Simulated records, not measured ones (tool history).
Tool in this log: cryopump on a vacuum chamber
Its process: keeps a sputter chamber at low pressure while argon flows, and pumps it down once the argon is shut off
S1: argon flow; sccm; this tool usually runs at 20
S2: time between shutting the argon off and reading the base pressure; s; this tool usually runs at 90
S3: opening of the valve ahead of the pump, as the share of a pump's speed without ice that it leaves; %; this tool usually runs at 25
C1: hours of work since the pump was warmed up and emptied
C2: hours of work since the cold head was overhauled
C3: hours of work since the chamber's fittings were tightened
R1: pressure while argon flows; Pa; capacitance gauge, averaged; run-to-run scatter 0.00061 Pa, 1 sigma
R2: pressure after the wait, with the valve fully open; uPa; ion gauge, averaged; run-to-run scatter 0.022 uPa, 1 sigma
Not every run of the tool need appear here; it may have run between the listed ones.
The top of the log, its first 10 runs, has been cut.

run	hour	S1	S2	S3	C1	C2	C3	R1	R2
11	428.1	20	90	25	118	1197	309	0.0901	0.86
12	459.1	20	90	25	136	1215	327	0.091	0.84
13	516.7	20	90	25	171	1250	362	0.0907	0.93
14	561.2	20	90	25	198	1277	389	0.0927	0.98
15	597.7	24	90	25	220	1299	411	0.1109	0.99
16	637.3	24	90	25	244	1323	435	0.1107	1.01
17	690.8	24	90	25	276	1355	467	0.111	1.05
18	738.9	24	90	25	305	1384	496	0.1118	1.08
19	802.2	24	90	25	343	1422	534	0.1135	1.12
20	860.4	14	255	18	378	1458	569	0.0901	0.96
21	916.3	20	32	49	412	1491	603	0.0528	2.04

Run 22 is up next; what results do you expect?
22	969.8	20	32	49	444	1523	635	?	?

R1: 0.0532 Pa
R2: 2.08 uPa
If the tool had no hidden condition, the same run with the same run-to-run variation would have returned R1 0.0461 Pa, R2 1.39 uPa.
